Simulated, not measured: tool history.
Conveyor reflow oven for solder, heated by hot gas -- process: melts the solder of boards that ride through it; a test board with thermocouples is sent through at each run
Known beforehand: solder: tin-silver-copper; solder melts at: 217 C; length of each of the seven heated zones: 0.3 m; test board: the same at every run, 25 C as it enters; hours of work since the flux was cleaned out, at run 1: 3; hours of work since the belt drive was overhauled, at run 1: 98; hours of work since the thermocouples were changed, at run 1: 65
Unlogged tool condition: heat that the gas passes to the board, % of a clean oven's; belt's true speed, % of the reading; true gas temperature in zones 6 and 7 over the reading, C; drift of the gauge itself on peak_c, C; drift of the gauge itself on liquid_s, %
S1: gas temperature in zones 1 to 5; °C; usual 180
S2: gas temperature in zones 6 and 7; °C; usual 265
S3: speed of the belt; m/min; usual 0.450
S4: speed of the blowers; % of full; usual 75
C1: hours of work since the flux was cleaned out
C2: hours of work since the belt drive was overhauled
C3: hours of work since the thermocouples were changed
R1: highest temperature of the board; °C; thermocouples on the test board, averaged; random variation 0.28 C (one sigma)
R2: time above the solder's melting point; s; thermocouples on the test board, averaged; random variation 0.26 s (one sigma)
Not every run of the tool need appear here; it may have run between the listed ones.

run     day   S1   S2     S3  S4   C1   C2   C3     R1    R2
  1   0.000  180  265  0.450  75    3   98   65  250.3  60.5
  2   1.596  165  265  0.450  75   28  122   89  246.9  52.5
  3   3.475  165  265  0.450  61   56  151  118  242.5  46.8
  4   4.725  165  265  0.438  61   75  170  137  243.6  49.3
  5   6.275  180  265  0.450  75   99  194  161  249.3  59.7
  6   8.129  180  265  0.450  75  127  222  189  248.6  59.5
  7   9.829  180  265  0.430  75  153  248  215  250.0  63.6
  8  12.112  180  267  0.430  74  188  283  250  251.2  65.1
  9  13.567  180  254  0.430  72  211  305  272  239.4  53.3
 10  14.571  180  254  0.430  72  226  321  287  239.6  53.0

The next listed run, before its measurement:
 11  15.750  170  265  0.450  62  244  339  305   ?   ?

R1: 242.1 °C
R2: 47.7 s
Take away the tool's hidden state, keep the run-to-run variation as it was, and the same run would have given R1 244.1 °C, R2 49.9 s.
